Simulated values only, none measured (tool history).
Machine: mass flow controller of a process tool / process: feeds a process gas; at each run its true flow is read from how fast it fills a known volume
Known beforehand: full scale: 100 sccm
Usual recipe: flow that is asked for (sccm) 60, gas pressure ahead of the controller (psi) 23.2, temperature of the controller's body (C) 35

run    hour  flow that is asked for (sccm)  gas pressure ahead of the controller (psi)  temperature of the controller's body (C)  true flow (%)
  1       0                             60                                        23.2                                        35          98.44
  2   222.1                             60                                        23.2                                        35          98.21
  3   688.3                             60                                        23.2                                        35          97.94
  4   972.6                             60                                        23.2                                        35          97.83
  5  1224.7                             60                                        23.2                                        35          97.67
  6  1526.2                             60                                        23.2                                        25          97.72
  7  1777.2                             20                                        27.4                                        20          94.88
  8  2165.1                             47                                        36.4                                        35          96.32
  9  2602.5                             47                                        36.4                                        35          96.07
 10  2948.5                             24                                        23.2                                        20          94.67
 11  3340.5                             41                                        33.9                                        21          95.82
 12  3723.2                             41                                        33.9                                        31          97.41

Not shown: 2 entries that the log had between the listed runs. Between which runs, and how does the tool's hidden state differ before and after?
Logged between run 5 and run 6: controller's zero set anew (hour 1260.6)
  flow at rest that the sensor doesn't see, % of full scale: -0.377 -> -0.57; true flow over the shown one, %: -0.57 -> -0.63
  difference, measured minus the result without the unlogged condition, true flow (%): -1.19 -> -1.58
Logged between run 11 and run 12: controller's zero set anew, once more (hour 3649.2)
  flow at rest that the sensor doesn't see, % of full scale: -0.808 -> -0.017; true flow over the shown one, %: -1.08 -> -1.17
  difference, measured minus the result without the unlogged condition, true flow (%): -3.05 -> -1.21
